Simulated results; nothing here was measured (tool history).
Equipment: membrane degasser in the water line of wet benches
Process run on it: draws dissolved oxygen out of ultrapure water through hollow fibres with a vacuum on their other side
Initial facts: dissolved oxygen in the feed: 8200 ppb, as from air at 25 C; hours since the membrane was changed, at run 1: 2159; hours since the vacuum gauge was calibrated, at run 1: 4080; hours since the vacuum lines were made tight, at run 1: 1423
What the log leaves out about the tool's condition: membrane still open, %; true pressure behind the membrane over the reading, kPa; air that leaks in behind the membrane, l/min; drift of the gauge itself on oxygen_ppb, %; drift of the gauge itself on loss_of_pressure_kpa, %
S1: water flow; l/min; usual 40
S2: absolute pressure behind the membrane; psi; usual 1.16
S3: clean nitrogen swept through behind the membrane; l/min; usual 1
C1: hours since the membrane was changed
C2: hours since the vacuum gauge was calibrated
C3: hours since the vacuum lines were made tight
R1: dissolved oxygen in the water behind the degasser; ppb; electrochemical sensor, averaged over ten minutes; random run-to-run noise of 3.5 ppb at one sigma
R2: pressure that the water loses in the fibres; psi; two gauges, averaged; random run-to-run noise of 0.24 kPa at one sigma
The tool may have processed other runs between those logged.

{"run": 1, "hour": 0.0, "S1": 40, "S2": 1.16, "S3": 1, "C1": 2159, "C2": 4080, "C3": 1423, "R1": 379.8, "R2": 9.242}
{"run": 2, "hour": 56.7, "S1": 40, "S2": 1.16, "S3": 1, "C1": 2215, "C2": 4137, "C3": 1480, "R1": 377.4, "R2": 9.232}
{"run": 3, "hour": 86.3, "S1": 40, "S2": 1.16, "S3": 1, "C1": 2245, "C2": 4167, "C3": 1509, "R1": 376.3, "R2": 9.242}
{"run": 4, "hour": 145.8, "S1": 40, "S2": 1.572, "S3": 1, "C1": 2305, "C2": 4226, "C3": 1569, "R1": 576.5, "R2": 9.248}
{"run": 5, "hour": 193.1, "S1": 40, "S2": 1.257, "S3": 1, "C1": 2352, "C2": 4273, "C3": 1616, "R1": 421.8, "R2": 9.201}
{"run": 6, "hour": 242.4, "S1": 40, "S2": 1.16, "S3": 2.09, "C1": 2401, "C2": 4323, "C3": 1666, "R1": 208.1, "R2": 9.226}
{"run": 7, "hour": 303.8, "S1": 40, "S2": 1.16, "S3": 2.09, "C1": 2463, "C2": 4384, "C3": 1727, "R1": 210.2, "R2": 9.219}
{"run": 8, "hour": 335.0, "S1": 40, "S2": 1.16, "S3": 2.09, "C1": 2494, "C2": 4415, "C3": 1758, "R1": 209.5, "R2": 9.169}
{"run": 9, "hour": 380.6, "S1": 40, "S2": 1.16, "S3": 2.09, "C1": 2539, "C2": 4461, "C3": 1804, "R1": 208.6, "R2": 9.187}
{"run": 10, "hour": 441.6, "S1": 40, "S2": 1.16, "S3": 1, "C1": 2600, "C2": 4522, "C3": 1865, "R1": 375, "R2": 9.192}
{"run": 11, "hour": 505.9, "S1": 29, "S2": 1.16, "S3": 1, "C1": 2665, "C2": 4586, "C3": 1929, "R1": 286, "R2": 6.702}
{"run": 12, "hour": 571.1, "S1": 29, "S2": 1.16, "S3": 1, "C1": 2730, "C2": 4651, "C3": 1994, "R1": 285.1, "R2": 6.683}
{"run": 13, "hour": 626.2, "S1": 29, "S2": 1.16, "S3": 1, "C1": 2785, "C2": 4707, "C3": 2049, "R1": 290.8, "R2": 6.741}
{"run": 14, "hour": 657.8, "S1": 29, "S2": 1.16, "S3": 1, "C1": 2817, "C2": 4738, "C3": 2081, "R1": 289.9, "R2": 6.66}
{"run": 15, "hour": 699.9, "S1": 29, "S2": 1.16, "S3": 0.42, "C1": 2859, "C2": 4780, "C3": 2123, "R1": 560.8, "R2": 6.66}
{"run": 16, "hour": 728.5, "S1": 40, "S2": 1.16, "S3": 0.56, "C1": 2887, "C2": 4809, "C3": 2152, "R1": 569.5, "R2": 9.207}
{"run": 17, "hour": 757.7, "S1": 34, "S2": 2.041, "S3": 2.37, "C1": 2916, "C2": 4838, "C3": 2181, "R1": 349.7, "R2": 7.861}
{"run": 18, "hour": 820.2, "S1": 39, "S2": 0.85, "S3": 0.8, "C1": 2979, "C2": 4900, "C3": 2243, "R1": 244.8, "R2": 8.981}
{"run": 19, "hour": 866.7, "S1": 39, "S2": 0.85, "S3": 0.8, "C1": 3025, "C2": 4947, "C3": 2290, "R1": 246.9, "R2": 8.901}
{"run": 20, "hour": 896.2, "S1": 39, "S2": 0.85, "S3": 0.8, "C1": 3055, "C2": 4976, "C3": 2319, "R1": 249.2, "R2": 9.016}
{"run": 21, "hour": 942.9, "S1": 39, "S2": 0.85, "S3": 0.8, "C1": 3102, "C2": 5023, "C3": 2366, "R1": 252.1, "R2": 8.936}
{"run": 22, "hour": 974.6, "S1": 40, "S2": 1.16, "S3": 2.8, "C1": 3133, "C2": 5055, "C3": 2398, "R1": 158.6, "R2": 9.22}
{"run": 23, "hour": 1008.9, "S1": 47, "S2": 1.134, "S3": 2.8, "C1": 3168, "C2": 5089, "C3": 2432, "R1": 185.2, "R2": 10.798}
{"run": 24, "hour": 1046.3, "S1": 24, "S2": 1.809, "S3": 1.12, "C1": 3205, "C2": 5127, "C3": 2469, "R1": 418.3, "R2": 5.572}
{"run": 25, "hour": 1106.3, "S1": 29, "S2": 1.841, "S3": 0.78, "C1": 3265, "C2": 5187, "C3": 2530, "R1": 673, "R2": 6.688}
{"run": 26, "hour": 1157.1, "S1": 27, "S2": 1.16, "S3": 0.46, "C1": 3316, "C2": 5237, "C3": 2580, "R1": 492.1, "R2": 6.242}
{"run": 27, "hour": 1198.3, "S1": 58, "S2": 2.392, "S3": 0.46, "C1": 3357, "C2": 5279, "C3": 2621, "R1": 2022.5, "R2": 13.374}
{"run": 28, "hour": 1265.2, "S1": 52, "S2": 1.014, "S3": 1, "C1": 3424, "C2": 5346, "C3": 2688, "R1": 375.3, "R2": 11.91}
{"run": 29, "hour": 1311.8, "S1": 52, "S2": 1.014, "S3": 1, "C1": 3471, "C2": 5392, "C3": 2735, "R1": 373.6, "R2": 11.938}
{"run": 30, "hour": 1361.1, "S1": 38, "S2": 1.16, "S3": 1.06, "C1": 3520, "C2": 5441, "C3": 2784, "R1": 346.6, "R2": 8.753}

Here are 5 independent what-if runs from the current tool condition. What would each one return?
{"run": "A", "hour": 1417.1, "S1": 40, "S2": 1.16, "S3": 1.42, "C1": 3576, "C2": 5497, "C3": 2840, "R1": "?", "R2": "?"}
{"run": "B", "hour": 1417.1, "S1": 28, "S2": 2.152, "S3": 0.42, "C1": 3576, "C2": 5497, "C3": 2840, "R1": "?", "R2": "?"}
{"run": "C", "hour": 1417.1, "S1": 40, "S2": 1.015, "S3": 1, "C1": 3576, "C2": 5497, "C3": 2840, "R1": "?", "R2": "?"}
{"run": "D", "hour": 1417.1, "S1": 40, "S2": 0.785, "S3": 0.71, "C1": 3576, "C2": 5497, "C3": 2840, "R1": "?", "R2": "?"}
{"run": "E", "hour": 1417.1, "S1": 34, "S2": 0.744, "S3": 0.66, "C1": 3576, "C2": 5497, "C3": 2840, "R1": "?", "R2": "?"}

run=A R1=286.5 R2=9.194
run=B R1=1226.9 R2=6.473
run=C R1=297.7 R2=9.214
run=D R1=230.1 R2=9.158
run=E R1=188 R2=7.858
Without the tool's hidden state the same runs would have given:
run=A R1=286.3 R2=9.191
run=B R1=1226.6 R2=6.472
run=C R1=297.5 R2=9.211
run=D R1=229.7 R2=9.155
run=E R1=187.7 R2=7.855
